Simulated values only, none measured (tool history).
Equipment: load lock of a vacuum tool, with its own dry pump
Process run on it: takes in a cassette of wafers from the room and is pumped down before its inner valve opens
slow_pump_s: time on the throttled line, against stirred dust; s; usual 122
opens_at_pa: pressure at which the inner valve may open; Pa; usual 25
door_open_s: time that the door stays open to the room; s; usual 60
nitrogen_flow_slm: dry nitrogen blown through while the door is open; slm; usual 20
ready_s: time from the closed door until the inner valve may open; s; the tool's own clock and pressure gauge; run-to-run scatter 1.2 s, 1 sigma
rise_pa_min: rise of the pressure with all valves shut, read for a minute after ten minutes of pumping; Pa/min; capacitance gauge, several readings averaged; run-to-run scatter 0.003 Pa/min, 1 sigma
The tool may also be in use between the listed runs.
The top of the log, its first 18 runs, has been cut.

run	hour	slow_pump_s	opens_at_pa	door_open_s	nitrogen_flow_slm	incoming humidity of the room's air, %	ready_s	rise_pa_min
19	2672.7	106	25	44	36	47.6	195.8	0.336
20	2890.4	122	29	60	17	41.6	209.6	0.373
21	3097.9	71	25	33	20	45.3	167.2	0.374
22	3218	101	20	86	13	49.6	196.7	0.419
23	3345.9	115	25	107	20	44	206	0.42
24	3487.3	122	25	60	6	45.3	212	0.426
25	3697.5	164	25	60	20	42	251.5	0.402
26	3884.4	164	25	60	20	48.7	250.6	0.436
27	3981.9	164	25	60	20	43.5	251.1	0.434
28	4131.4	164	25	60	20	41.8	248.2	0.432
29	4334.3	97	25	60	20	44.8	192.1	0.459
30	4455.1	122	25	60	19	44.4	214.8	0.463
31	4656.4	122	39	60	17	47	208	0.483
32	4829.1	70	25	137	27	45.5	168.7	0.511
33	4958.9	122	25	133	20	44.5	216	0.53
34	5109.2	101	25	27	14	44.7	197.7	0.494
35	5270.2	118	25	60	29	43.1	212.5	0.511
36	5404.8	122	25	60	20	45.7	213.7	0.518

Alternative continuations, all from the tool just after run 36; predict every row:
A	5597.5	122	25	76	20	44.3	?	?
B	5597.5	125	43	196	20	44.5	?	?
C	5597.5	122	25	176	20	44.9	?	?
D	5597.5	230	25	151	14	45.4	?	?
E	5597.5	242	25	60	20	45	?	?

run	ready_s	rise_pa_min
A	216.3	0.556
B	211.1	0.578
C	213.2	0.578
D	306.9	0.59
E	316.8	0.551
The same runs, with their run-to-run variation unchanged, on a tool lacking any hidden condition would have given:
run	ready_s	rise_pa_min
A	197.3	0.057
B	193.7	0.092
C	194.5	0.088
D	291.1	0.097
E	301.6	0.048

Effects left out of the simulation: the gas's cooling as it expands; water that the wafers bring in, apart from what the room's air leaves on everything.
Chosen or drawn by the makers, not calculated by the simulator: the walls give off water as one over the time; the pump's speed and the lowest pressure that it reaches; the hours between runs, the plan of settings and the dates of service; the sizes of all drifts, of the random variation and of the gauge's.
